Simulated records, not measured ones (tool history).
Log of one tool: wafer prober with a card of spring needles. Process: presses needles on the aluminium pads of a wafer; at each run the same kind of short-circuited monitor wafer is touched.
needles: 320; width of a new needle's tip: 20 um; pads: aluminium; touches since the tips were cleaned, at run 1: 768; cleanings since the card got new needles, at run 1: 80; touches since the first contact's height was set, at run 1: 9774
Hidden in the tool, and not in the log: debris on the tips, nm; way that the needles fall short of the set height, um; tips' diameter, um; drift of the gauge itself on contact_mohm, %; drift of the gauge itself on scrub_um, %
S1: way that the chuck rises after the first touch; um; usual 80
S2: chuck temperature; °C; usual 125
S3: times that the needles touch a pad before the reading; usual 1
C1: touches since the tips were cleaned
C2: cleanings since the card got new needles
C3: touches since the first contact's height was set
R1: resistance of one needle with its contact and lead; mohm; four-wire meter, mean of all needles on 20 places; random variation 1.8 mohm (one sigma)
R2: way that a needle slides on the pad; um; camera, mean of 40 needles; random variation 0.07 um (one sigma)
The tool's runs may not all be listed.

| run | day | S1 | S2 | S3 | C1 | C2 | C3 | R1 | R2 |
|---|---|---|---|---|---|---|---|---|---|
| 1 | 0 | 80 | 125 | 1 | 768 | 80 | 9774 | 194 | 18.75 |
|  | 0.117 | tips cleaned on abrasive film |
|  | 0.312 | tips cleaned on abrasive film |
|  | 0.508 | tips cleaned on abrasive film |
|  | 0.7 | tips cleaned on abrasive film |
| 2 | 0.8 | 80 | 57 | 1 | 1793 | 84 | 24037 | 191 | 18.82 |
|  | 0.879 | tips cleaned on abrasive film |
|  | 1.038 | tips cleaned on abrasive film |
|  | 1.229 | tips cleaned on abrasive film |
|  | 1.388 | tips cleaned on abrasive film |
|  | 1.583 | tips cleaned on abrasive film |
|  | 1.738 | tips cleaned on abrasive film |
| 3 | 1.792 | 80 | 57 | 1 | 982 | 90 | 41648 | 184 | 18.45 |
|  | 1.908 | tips cleaned on abrasive film |
|  | 2.067 | tips cleaned on abrasive film |
|  | 2.262 | tips cleaned on abrasive film |
|  | 2.454 | tips cleaned on abrasive film |
| 4 | 2.6 | 80 | 57 | 1 | 2664 | 94 | 56090 | 195 | 18.45 |
|  | 2.642 | tips cleaned on abrasive film |
|  | 2.8 | tips cleaned on abrasive film |
|  | 2.996 | tips cleaned on abrasive film |
|  | 3.15 | tips cleaned on abrasive film |
|  | 3.192 | tips cleaned on abrasive film, once more |
| 5 | 3.283 | 80 | 57 | 1 | 1668 | 99 | 68151 | 189 | 18.4 |
|  | 3.362 | tips cleaned on abrasive film |
|  | 3.558 | tips cleaned on abrasive film |
|  | 3.754 | tips cleaned on abrasive film |
|  | 3.908 | tips cleaned on abrasive film |
|  | 4.067 | tips cleaned on abrasive film |
|  | 4.258 | tips cleaned on abrasive film |
| 6 | 4.283 | 80 | 57 | 1 | 426 | 105 | 85899 | 181 | 18.3 |
|  | 4.442 | tips cleaned on abrasive film |
|  | 4.633 | tips cleaned on abrasive film |
|  | 4.829 | tips cleaned on abrasive film |
| 7 | 4.971 | 80 | 57 | 1 | 2567 | 108 | 98166 | 199 | 18.18 |
|  | 5.012 | tips cleaned on abrasive film |
|  | 5.167 | tips cleaned on abrasive film |
|  | 5.362 | tips cleaned on abrasive film |
|  | 5.558 | tips cleaned on abrasive film |
|  | 5.75 | tips cleaned on abrasive film |
| 8 | 5.838 | 80 | 29 | 1 | 1551 | 113 | 113573 | 189 | 18.1 |
|  | 5.917 | tips cleaned on abrasive film |
|  | 6.112 | tips cleaned on abrasive film |
|  | 6.304 | tips cleaned on abrasive film |
|  | 6.5 | tips cleaned on abrasive film |
|  | 6.588 | height of the first contact set anew |
|  | 6.708 | tips cleaned on abrasive film |
|  | 6.875 | tips cleaned on abrasive film |
| 9 | 6.875 | 80 | 29 | 1 | 0 | 119 | 5102 | 170 | 18.74 |
|  | 7.071 | tips cleaned on abrasive film |
|  | 7.267 | tips cleaned on abrasive film |
|  | 7.421 | tips cleaned on abrasive film |
|  | 7.579 | tips cleaned on abrasive film |
| 10 | 7.621 | 80 | 125 | 1 | 762 | 123 | 18334 | 198 | 18.68 |
|  | 7.738 | tips cleaned on abrasive film |
|  | 7.896 | tips cleaned on abrasive film |
|  | 8.088 | tips cleaned on abrasive film |
|  | 8.246 | tips cleaned on abrasive film |
|  | 8.438 | tips cleaned on abrasive film |
| 11 | 8.488 | 80 | 125 | 1 | 841 | 128 | 33725 | 197 | 18.64 |
|  | 8.604 | tips cleaned on abrasive film |
|  | 8.758 | tips cleaned on abrasive film |
|  | 8.954 | tips cleaned on abrasive film |
|  | 9.112 | tips cleaned on abrasive film |
| 12 | 9.129 | 80 | 73 | 1 | 314 | 132 | 45126 | 183 | 18.56 |
|  | 9.283 | tips cleaned on abrasive film |
|  | 9.479 | tips cleaned on abrasive film |
|  | 9.633 | tips cleaned on abrasive film |
| 13 | 9.783 | 76 | 109 | 1 | 2718 | 135 | 56851 | 213 | 17.5 |
|  | 9.825 | tips cleaned on abrasive film |
|  | 10.021 | tips cleaned on abrasive film |
|  | 10.217 | tips cleaned on abrasive film |
|  | 10.408 | tips cleaned on abrasive film |
|  | 10.604 | tips cleaned on abrasive film |
| 14 | 10.696 | 76 | 109 | 1 | 1690 | 140 | 73090 | 205 | 17.45 |
|  | 10.775 | tips cleaned on abrasive film |
|  | 10.971 | tips cleaned on abrasive film |
|  | 11.129 | tips cleaned on abrasive film |
|  | 11.321 | tips cleaned on abrasive film |
|  | 11.479 | tips cleaned on abrasive film |
|  | 11.671 | tips cleaned on abrasive film |
|  | 11.85 | tips cleaned on abrasive film |
| 15 | 11.85 | 83 | 28 | 3 | 0 | 147 | 93564 | 171 | 18.86 |
|  | 12.046 | tips cleaned on abrasive film |
|  | 12.238 | tips cleaned on abrasive film |
|  | 12.433 | tips cleaned on abrasive film |
|  | 12.629 | tips cleaned on abrasive film |
|  | 12.821 | tips cleaned on abrasive film |
| 16 | 12.867 | 80 | 107 | 2 | 822 | 152 | 111705 | 192 | 18.1 |
|  | 12.983 | tips cleaned on abrasive film |
|  | 13.142 | tips cleaned on abrasive film |
|  | 13.338 | tips cleaned on abrasive film |
|  | 13.492 | tips cleaned on abrasive film |
| 17 | 13.608 | 81 | 81 | 2 | 2106 | 156 | 124895 | 194 | 18.25 |
|  | 13.65 | tips cleaned on abrasive film |
|  | 13.738 | height of the first contact set anew |
|  | 13.817 | tips cleaned on abrasive film |
|  | 14.012 | tips cleaned on abrasive film |
|  | 14.208 | tips cleaned on abrasive film |
| 18 | 14.242 | 81 | 81 | 1 | 629 | 160 | 8943 | 187 | 19 |
|  | 14.396 | tips cleaned on abrasive film |
|  | 14.592 | tips cleaned on abrasive film |
|  | 14.788 | tips cleaned on abrasive film |
|  | 14.979 | tips cleaned on abrasive film |
|  | 15.138 | tips cleaned on abrasive film |
| 19 | 15.183 | 81 | 81 | 1 | 886 | 165 | 25764 | 189 | 18.88 |
|  | 15.304 | tips cleaned on abrasive film |
|  | 15.458 | tips cleaned on abrasive film |
|  | 15.654 | tips cleaned on abrasive film |
|  | 15.85 | tips cleaned on abrasive film |
| 20 | 15.95 | 81 | 81 | 1 | 1813 | 169 | 39356 | 198 | 18.75 |
|  | 16.029 | tips cleaned on abrasive film |
|  | 16.221 | tips cleaned on abrasive film |
|  | 16.379 | tips cleaned on abrasive film |
| 21 | 16.45 | 77 | 81 | 1 | 1294 | 172 | 48271 | 201 | 17.66 |
|  | 16.567 | tips cleaned on abrasive film |
|  | 16.762 | tips cleaned on abrasive film |
|  | 16.921 | tips cleaned on abrasive film |
|  | 17.112 | tips cleaned on abrasive film |
| 22 | 17.221 | 77 | 81 | 1 | 1931 | 176 | 61980 | 199 | 17.7 |
|  | 17.3 | tips cleaned on abrasive film |
|  | 17.496 | tips cleaned on abrasive film |
|  | 17.688 | tips cleaned on abrasive film |
|  | 17.883 | tips cleaned on abrasive film |
|  | 18.079 | tips cleaned on abrasive film |
|  | 18.258 | tips cleaned on abrasive film |
| 23 | 18.258 | 77 | 81 | 2 | 0 | 182 | 80458 | 184 | 17.61 |

The same runs without the tool's hidden state, with the same run-to-run variation:
| run | R1 | R2 |
|---|---|---|
| 1 | 185 | 18.81 |
| 2 | 174 | 18.95 |
| 3 | 170 | 18.71 |
| 4 | 172 | 18.79 |
| 5 | 171 | 18.86 |
| 6 | 172 | 18.9 |
| 7 | 174 | 18.84 |
| 8 | 169 | 18.86 |
| 9 | 166 | 18.79 |
| 10 | 187 | 18.82 |
| 11 | 185 | 18.88 |
| 12 | 176 | 18.9 |
| 13 | 185 | 17.9 |
| 14 | 183 | 17.96 |
| 15 | 167 | 19.53 |
| 16 | 181 | 18.87 |
| 17 | 179 | 19.1 |
| 18 | 176 | 19.07 |
| 19 | 175 | 19.06 |
| 20 | 178 | 19.05 |
| 21 | 180 | 18.02 |
| 22 | 176 | 18.17 |
| 23 | 179 | 18.21 |

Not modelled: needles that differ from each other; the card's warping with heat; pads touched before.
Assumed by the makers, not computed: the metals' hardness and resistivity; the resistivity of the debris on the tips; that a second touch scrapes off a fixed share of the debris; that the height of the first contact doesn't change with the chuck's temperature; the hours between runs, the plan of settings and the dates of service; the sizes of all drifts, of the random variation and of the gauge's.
